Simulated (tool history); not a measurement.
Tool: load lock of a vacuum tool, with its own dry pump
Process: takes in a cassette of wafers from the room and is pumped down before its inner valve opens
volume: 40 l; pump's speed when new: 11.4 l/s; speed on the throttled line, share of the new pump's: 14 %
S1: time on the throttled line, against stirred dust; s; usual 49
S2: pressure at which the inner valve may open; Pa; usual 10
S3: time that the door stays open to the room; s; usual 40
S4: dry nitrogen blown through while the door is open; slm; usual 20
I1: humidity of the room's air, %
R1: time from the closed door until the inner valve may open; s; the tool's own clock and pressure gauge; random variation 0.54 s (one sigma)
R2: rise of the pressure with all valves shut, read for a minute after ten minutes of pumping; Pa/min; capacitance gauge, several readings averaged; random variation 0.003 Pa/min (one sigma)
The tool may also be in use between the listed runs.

{"run": 1, "day": 0.0, "S1": 49, "S2": 10, "S3": 40, "S4": 20, "I1": 45.1, "R1": 75.3, "R2": 0.112}
{"run": 2, "day": 10.675, "S1": 85, "S2": 10, "S3": 40, "S4": 20, "I1": 43.5, "R1": 105.5, "R2": 0.116}
{"run": 3, "day": 29.754, "S1": 49, "S2": 10, "S3": 40, "S4": 20, "I1": 44.4, "R1": 75.2, "R2": 0.129}
{"run": 4, "day": 47.917, "S1": 49, "S2": 10, "S3": 40, "S4": 20, "I1": 49.6, "R1": 74.9, "R2": 0.153}
{"run": 5, "day": 69.692, "S1": 49, "S2": 10, "S3": 40, "S4": 20, "I1": 42.1, "R1": 75, "R2": 0.158}
{"run": 6, "day": 84.029, "S1": 49, "S2": 10, "S3": 40, "S4": 20, "I1": 46.3, "R1": 75, "R2": 0.181}
{"run": 7, "day": 95.433, "S1": 55, "S2": 10, "S3": 40, "S4": 20, "I1": 45.4, "R1": 80.1, "R2": 0.194}
{"run": 8, "day": 117.333, "S1": 55, "S2": 10, "S3": 40, "S4": 20, "I1": 45, "R1": 81, "R2": 0.215}
{"run": 9, "day": 136.271, "S1": 55, "S2": 10, "S3": 40, "S4": 5, "I1": 43.7, "R1": 81.2, "R2": 0.244}
{"run": 10, "day": 161.562, "S1": 55, "S2": 10, "S3": 40, "S4": 5, "I1": 43, "R1": 80.8, "R2": 0.276}
{"run": 11, "day": 186.571, "S1": 55, "S2": 10, "S3": 40, "S4": 5, "I1": 45.1, "R1": 79.5, "R2": 0.31}
{"run": 12, "day": 198.208, "S1": 55, "S2": 10, "S3": 40, "S4": 5, "I1": 42.9, "R1": 81.2, "R2": 0.33}
{"run": 13, "day": 220.092, "S1": 39, "S2": 10, "S3": 40, "S4": 20, "I1": 44.4, "R1": 68.1, "R2": 0.347}
{"run": 14, "day": 233.542, "S1": 39, "S2": 10, "S3": 40, "S4": 20, "I1": 46.7, "R1": 67.7, "R2": 0.372}
{"run": 15, "day": 257.0, "S1": 47, "S2": 10, "S3": 48, "S4": 20, "I1": 45, "R1": 74.9, "R2": 0.418}
{"day": 258.933, "done": "door's seal changed, seat wiped"}
{"run": 16, "day": 267.675, "S1": 59, "S2": 10, "S3": 48, "S4": 20, "I1": 42.3, "R1": 84.2, "R2": 0.054}
{"run": 17, "day": 278.15, "S1": 59, "S2": 18, "S3": 48, "S4": 25, "I1": 43.3, "R1": 81.3, "R2": 0.046}
{"run": 18, "day": 292.4, "S1": 59, "S2": 18, "S3": 48, "S4": 25, "I1": 49.2, "R1": 81.2, "R2": 0.064}
{"run": 19, "day": 314.525, "S1": 59, "S2": 18, "S3": 48, "S4": 25, "I1": 46.3, "R1": 83.7, "R2": 0.071}
{"run": 20, "day": 339.554, "S1": 49, "S2": 18, "S3": 69, "S4": 40, "I1": 48.1, "R1": 74.4, "R2": 0.082}
{"run": 21, "day": 358.642, "S1": 49, "S2": 20, "S3": 69, "S4": 10, "I1": 41.2, "R1": 74, "R2": 0.113}
{"run": 22, "day": 372.379, "S1": 49, "S2": 20, "S3": 69, "S4": 18, "I1": 44, "R1": 73.5, "R2": 0.119}

Run 23 comes next. What will it give?
{"run": 23, "day": 385.979, "S1": 49, "S2": 10, "S3": 36, "S4": 20, "I1": 47.3, "R1": "?", "R2": "?"}

{"run 23": {"R1": 77.2, "R2": 0.111}}
Without the tool's hidden state the same run would have given R1 74.8 s, R2 0.043 Pa/min.

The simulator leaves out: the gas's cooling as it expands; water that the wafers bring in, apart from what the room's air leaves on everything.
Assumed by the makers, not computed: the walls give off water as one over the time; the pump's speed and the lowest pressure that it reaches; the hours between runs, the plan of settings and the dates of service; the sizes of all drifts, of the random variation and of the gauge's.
